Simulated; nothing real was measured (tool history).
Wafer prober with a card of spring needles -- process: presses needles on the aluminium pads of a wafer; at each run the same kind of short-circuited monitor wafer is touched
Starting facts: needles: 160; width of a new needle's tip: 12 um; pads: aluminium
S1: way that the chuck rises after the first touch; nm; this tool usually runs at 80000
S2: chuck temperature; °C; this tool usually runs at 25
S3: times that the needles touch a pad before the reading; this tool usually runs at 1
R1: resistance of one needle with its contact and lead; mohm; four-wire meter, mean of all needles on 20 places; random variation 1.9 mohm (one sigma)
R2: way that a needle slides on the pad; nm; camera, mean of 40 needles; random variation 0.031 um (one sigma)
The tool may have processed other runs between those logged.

run   hour     S1   S2  S3   R1     R2
  1      0  80000   25   1  224  12690
       4.4  -- tips cleaned on abrasive film
      13.1  -- tips cleaned on abrasive film
      23.6  -- tips cleaned on abrasive film
      34.2  -- tips cleaned on abrasive film
  2   40.3  80000   25   1  221  12630
      44.7  -- tips cleaned on abrasive film
      53.3  -- tips cleaned on abrasive film
      64.2  -- tips cleaned on abrasive film
      74.9  -- tips cleaned on abrasive film
      85.5  -- tips cleaned on abrasive film
  3   87.9  80000   25   1  217  12710
      92.5  -- height of the first contact set anew
      94.8  -- tips cleaned on abrasive film
     105.6  -- tips cleaned on abrasive film
  4  107.8  80000   25   3  210  12490
     114.3  -- tips cleaned on abrasive film
     125.1  -- tips cleaned on abrasive film
     135.9  -- tips cleaned on abrasive film
  5  136.3  80000   25   3  208  12430
       145  -- tips cleaned on abrasive film
     155.8  -- tips cleaned on abrasive film
     166.6  -- tips cleaned on abrasive film
  6  171.3  80000   25   2  214  12400
     175.6  -- tips cleaned on abrasive film
     186.4  -- tips cleaned on abrasive film
     197.1  -- tips cleaned on abrasive film
  7  197.2  80000   42   1  213  12380
     207.9  -- tips cleaned on abrasive film
     218.7  -- tips cleaned on abrasive film
  8  227.1  80000   42   1  230  12360
     229.3  -- tips cleaned on abrasive film
       240  -- tips cleaned on abrasive film
     250.8  -- tips cleaned on abrasive film
     261.6  -- tips cleaned on abrasive film
  9  263.5  80000   25   1  216  12360
     272.2  -- tips cleaned on abrasive film
     282.9  -- tips cleaned on abrasive film
     292.6  -- tips cleaned on abrasive film
 10  292.6  80000   75   1  223  12320
     303.4  -- tips cleaned on abrasive film
     305.9  -- height of the first contact set anew
     312.4  -- tips cleaned on abrasive film
     323.2  -- tips cleaned on abrasive film
     334.1  -- tips cleaned on abrasive film
     336.5  -- height of the first contact set anew, once more
 11  340.3  88000   25   1  221  14060
     344.7  -- tips cleaned on abrasive film
     355.5  -- tips cleaned on abrasive film
     366.3  -- tips cleaned on abrasive film
 12  369.2  80000   25   1  216  12780
     375.7  -- tips cleaned on abrasive film
     386.6  -- tips cleaned on abrasive film
     397.4  -- tips cleaned on abrasive film
     408.2  -- tips cleaned on abrasive film
 13  416.4  80000   25   1  224  12730
     418.7  -- tips cleaned on abrasive film
     427.4  -- tips cleaned on abrasive film
 14  435.7  60000  111   1  255   9520
       438  -- tips cleaned on abrasive film
     448.8  -- tips cleaned on abrasive film
     459.6  -- tips cleaned on abrasive film
     468.5  -- tips cleaned on abrasive film
 15  468.5  60000  111   1  227   9520
     477.1  -- tips cleaned on abrasive film
       488  -- tips cleaned on abrasive film
 16  491.1  85000  105   2  233  13460
     497.6  -- tips cleaned on abrasive film
     508.4  -- tips cleaned on abrasive film
 17  516.4  71000  105   2  237  11230
     518.6  -- tips cleaned on abrasive film
     529.4  -- tips cleaned on abrasive film
       540  -- tips cleaned on abrasive film
     548.7  -- height of the first contact set anew
     550.9  -- tips cleaned on abrasive film
     561.7  -- tips cleaned on abrasive film
 18  562.3  69000   25   1  215  10950
       571  -- tips cleaned on abrasive film
     581.9  -- tips cleaned on abrasive film
     592.5  -- tips cleaned on abrasive film
     603.3  -- tips cleaned on abrasive film
 19  606.1  76000   37   1  223  12140
     612.6  -- tips cleaned on abrasive film
     623.4  -- tips cleaned on abrasive film
     633.9  -- tips cleaned on abrasive film
     644.7  -- tips cleaned on abrasive film
 20  650.4  80000   57   3  222  12670
     654.8  -- tips cleaned on abrasive film
     665.3  -- tips cleaned on abrasive film
     676.2  -- tips cleaned on abrasive film
     686.2  -- tips cleaned on abrasive film
 21  686.2  72000   33   3  210  11380
     697.1  -- tips cleaned on abrasive film
     707.9  -- tips cleaned on abrasive film
 22  714.5  95000   98   2  229  15060
     716.8  -- tips cleaned on abrasive film
     727.6  -- tips cleaned on abrasive film
     737.7  -- tips cleaned on abrasive film
 23  737.7  95000   98   2  220  14980
     748.5  -- tips cleaned on abrasive film
     759.4  -- tips cleaned on abrasive film
     761.8  -- height of the first contact set anew
     770.5  -- tips cleaned on abrasive film
     781.3  -- tips cleaned on abrasive film
 24  784.9  67000   98   2  232  10760
     791.5  -- tips cleaned on abrasive film
       802  -- tips cleaned on abrasive film
     812.8  -- tips cleaned on abrasive film
     821.5  -- tips cleaned on abrasive film
 25  824.7  79000   25   3  207  12570

Run 26 comes next. What will it give?
     831.1  -- tips cleaned on abrasive film
     841.9  -- tips cleaned on abrasive film
 26  849.6  79000  25   3   ?   ?

Run 26 gave R1 213 mohm, R2 12540 nm.
Were there no unlogged condition in the tool, this run, its random variation unchanged, would have produced R1 205 mohm, R2 12610 nm.

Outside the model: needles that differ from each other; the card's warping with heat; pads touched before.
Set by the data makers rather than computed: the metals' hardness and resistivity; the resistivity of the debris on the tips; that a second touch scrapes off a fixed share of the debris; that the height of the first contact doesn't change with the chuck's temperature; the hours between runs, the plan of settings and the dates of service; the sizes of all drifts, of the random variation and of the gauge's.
